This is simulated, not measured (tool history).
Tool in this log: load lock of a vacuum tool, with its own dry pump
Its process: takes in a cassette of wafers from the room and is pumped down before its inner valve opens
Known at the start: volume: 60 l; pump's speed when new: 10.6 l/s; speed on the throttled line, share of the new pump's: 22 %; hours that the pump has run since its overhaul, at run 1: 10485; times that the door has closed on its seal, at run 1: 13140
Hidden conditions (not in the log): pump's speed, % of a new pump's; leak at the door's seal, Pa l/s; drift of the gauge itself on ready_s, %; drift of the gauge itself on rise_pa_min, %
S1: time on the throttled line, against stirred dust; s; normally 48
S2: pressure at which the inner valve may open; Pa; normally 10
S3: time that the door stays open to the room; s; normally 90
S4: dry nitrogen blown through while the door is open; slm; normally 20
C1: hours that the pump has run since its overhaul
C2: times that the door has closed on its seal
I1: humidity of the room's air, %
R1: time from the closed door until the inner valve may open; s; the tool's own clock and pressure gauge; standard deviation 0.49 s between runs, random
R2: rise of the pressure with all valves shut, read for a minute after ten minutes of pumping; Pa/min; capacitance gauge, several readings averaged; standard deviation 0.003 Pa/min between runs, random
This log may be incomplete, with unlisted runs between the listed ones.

run,hour,S1,S2,S3,S4,C1,C2,I1,R1,R2
1,0.0,48,10,90,20,10485,13140,42.3,89.5,0.045
2,173.7,48,10,90,20,10659,13775,47.3,89.7,0.051
3,500.5,48,10,90,20,10986,14968,46.4,89.6,0.049
4,804.9,48,10,90,20,11290,16080,44.3,89.8,0.050
5,1053.7,48,10,90,20,11539,16989,47.0,90.3,0.050
6,1349.9,48,10,90,20,11835,18070,42.7,89.7,0.044
7,1696.0,48,10,32,20,12181,19334,44.3,89.7,0.038
8,1940.8,48,10,32,20,12426,20229,45.9,89.0,0.039
9,2117.7,72,10,32,20,12603,20875,46.7,108.3,0.034
10,2453.4,72,10,32,20,12939,22101,47.1,109.2,0.042
11,2650.0,70,10,32,20,13135,22819,44.6,106.9,0.035
12,2812.8,48,10,90,20,13298,23413,48.4,90.7,0.058
13,2997.3,48,10,90,20,13483,24087,43.9,89.2,0.053
14,3229.4,48,19,194,32,13715,24935,46.0,86.1,0.057
15,3402.8,48,19,194,32,13888,25568,45.4,86.4,0.056
16,3675.5,72,10,90,5,14161,26564,45.1,108.4,0.068
17,4001.4,72,10,90,5,14487,27755,41.4,109.6,0.066
18,4221.7,72,8,77,5,14707,28559,46.0,110.2,0.063
19,4554.1,38,15,49,15,15039,29773,45.5,79.9,0.046
20,4754.4,37,15,95,4,15240,30505,40.8,78.6,0.065
21,5056.1,83,10,88,4,15542,31607,42.0,117.4,0.068
22,5429.0,83,10,88,4,15914,32969,42.3,118.3,0.062
23,5789.7,59,10,90,20,16275,34286,44.3,98.1,0.049
24,6152.3,59,10,90,20,16638,35611,43.8,98.4,0.045
25,6510.7,59,10,59,33,16996,36920,46.6,98.1,0.038

What if the next run were any one of these 5? Each begins from the tool's condition after run 25:
A,6683.5,48,19,77,20,17169,37551,45.9,?,?
B,6683.5,59,10,41,33,17169,37551,44.8,?,?
C,6683.5,49,7,90,20,17169,37551,49.0,?,?
D,6683.5,32,10,93,20,17169,37551,43.1,?,?
E,6683.5,59,10,59,21,17169,37551,47.6,?,?

run,R1,R2
A,85.9,0.048
B,98.3,0.036
C,92.7,0.054
D,77.7,0.054
E,98.5,0.049
Stripped of hidden state, with their random variation kept, the same runs would have yielded:
run,R1,R2
A,85.8,0.047
B,98.3,0.036
C,92.7,0.054
D,77.7,0.054
E,98.5,0.048
